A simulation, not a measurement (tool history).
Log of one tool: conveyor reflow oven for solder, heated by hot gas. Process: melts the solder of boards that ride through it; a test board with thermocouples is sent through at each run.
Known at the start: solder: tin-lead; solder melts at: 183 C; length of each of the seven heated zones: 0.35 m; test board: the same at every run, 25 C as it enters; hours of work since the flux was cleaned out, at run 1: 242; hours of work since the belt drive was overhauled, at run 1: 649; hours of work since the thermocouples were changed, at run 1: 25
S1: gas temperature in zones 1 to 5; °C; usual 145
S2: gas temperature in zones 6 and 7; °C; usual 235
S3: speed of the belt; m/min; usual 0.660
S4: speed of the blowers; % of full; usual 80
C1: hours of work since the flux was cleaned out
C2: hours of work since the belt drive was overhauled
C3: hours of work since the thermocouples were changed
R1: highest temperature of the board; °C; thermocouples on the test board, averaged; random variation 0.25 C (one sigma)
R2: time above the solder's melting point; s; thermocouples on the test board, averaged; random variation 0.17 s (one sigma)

Run 1, day 0.000: usual settings; C1 242; C2 649; C3 25. Result: R1 213.3 °C, R2 47.4 s.
Run 2, day 1.654: usual settings but S1 141 °C; C1 274; C2 681; C3 57. Result: R1 212.3 °C, R2 44.9 s.
Run 3, day 4.096: usual settings but S1 141 °C; C1 320; C2 727; C3 103. Result: R1 212.6 °C, R2 44.5 s.
At day 6.296: belt drive overhauled, speed set with a stopwatch.
Run 4, day 6.496: usual settings but S1 141 °C; C1 363; C2 4; C3 146. Result: R1 211.3 °C, R2 42.9 s.
Run 5, day 8.758: usual settings but S4 54 % of full; C1 406; C2 47; C3 189. Result: R1 204.1 °C, R2 36.4 s.
At day 9.225: flux residue cleaned out of gas plates and filters.
Run 6, day 10.712: usual settings but S4 54 % of full; C1 28; C2 80; C3 222. Result: R1 205.5 °C, R2 38.0 s.
Run 7, day 12.067: usual settings but S4 54 % of full; C1 54; C2 106; C3 248. Result: R1 205.7 °C, R2 38.1 s.
Run 8, day 14.592: usual settings but S4 54 % of full; C1 102; C2 154; C3 296. Result: R1 205.5 °C, R2 37.9 s.
Run 9, day 17.662: usual settings but S3 0.667 m/min; C1 161; C2 213; C3 355. Result: R1 212.3 °C, R2 44.8 s.
Run 10, day 19.696: usual settings but S3 0.667 m/min; C1 200; C2 251; C3 393. Result: R1 211.9 °C, R2 44.7 s.
Run 11, day 22.421: usual settings but S2 225 °C, S3 0.607 m/min, S4 78 % of full; C1 252; C2 303; C3 445. Result: R1 206.3 °C, R2 44.9 s.
Run 12, day 24.229: usual settings but S3 0.548 m/min; C1 286; C2 338; C3 480. Result: R1 217.7 °C, R2 60.6 s.
Run 13, day 27.508: usual settings but S1 146 °C, S3 0.548 m/min, S4 68 % of full; C1 349; C2 400; C3 542. Result: R1 215.2 °C, R2 58.3 s.
Run 14, day 29.108: usual settings but S1 148 °C, S2 246 °C, S3 0.602 m/min, S4 53 % of full; C1 379; C2 431; C3 573. Result: R1 216.2 °C, R2 53.1 s.
At day 30.900: flux residue cleaned out of gas plates and filters.
Run 15, day 32.421: usual settings but S1 155 °C, S2 246 °C, S3 0.676 m/min, S4 53 % of full; C1 29; C2 490; C3 632. Result: R1 215.9 °C, R2 48.9 s.
Run 16, day 33.750: usual settings but S1 148 °C, S2 240 °C, S3 0.611 m/min, S4 88 % of full; C1 54; C2 515; C3 657. Result: R1 221.6 °C, R2 58.0 s.
At day 34.779: thermocouples of zones 6 and 7 changed.
Run 17, day 36.429: usual settings but S1 148 °C, S2 240 °C, S3 0.611 m/min, S4 88 % of full; C1 104; C2 565; C3 31. Result: R1 223.5 °C, R2 58.8 s.
Run 18, day 38.158: usual settings but S1 148 °C, S2 240 °C, S3 0.611 m/min, S4 88 % of full; C1 137; C2 598; C3 64. Result: R1 222.8 °C, R2 58.8 s.
Run 19, day 40.883: usual settings but S1 148 °C, S2 240 °C, S3 0.611 m/min, S4 88 % of full; C1 189; C2 650; C3 116. Result: R1 222.9 °C, R2 58.7 s.
Run 20, day 43.617: usual settings but S3 0.758 m/min, S4 89 % of full; C1 241; C2 702; C3 168. Result: R1 210.4 °C, R2 38.1 s.

3 ways to go on from here, each from the tool as it stands after run 20. What would each give?
Run A, day 45.217: usual settings but S2 239 °C, S3 0.557 m/min; C1 271; C2 732; C3 199. Result: R1 ?, R2 ?.
Run B, day 45.217: usual settings but S2 226 °C, S3 0.698 m/min, S4 68 % of full; C1 271; C2 732; C3 199. Result: R1 ?, R2 ?.
Run C, day 45.217: usual settings but S2 231 °C, S3 0.645 m/min, S4 89 % of full; C1 271; C2 732; C3 199. Result: R1 ?, R2 ?.

run     R1    R2
  A  222.4  62.8
  B  201.3  32.6
  C  213.0  47.7
Without the tool's hidden state the same runs would have given:
run     R1    R2
  A  223.7  62.7
  B  202.5  33.6
  C  214.4  48.2

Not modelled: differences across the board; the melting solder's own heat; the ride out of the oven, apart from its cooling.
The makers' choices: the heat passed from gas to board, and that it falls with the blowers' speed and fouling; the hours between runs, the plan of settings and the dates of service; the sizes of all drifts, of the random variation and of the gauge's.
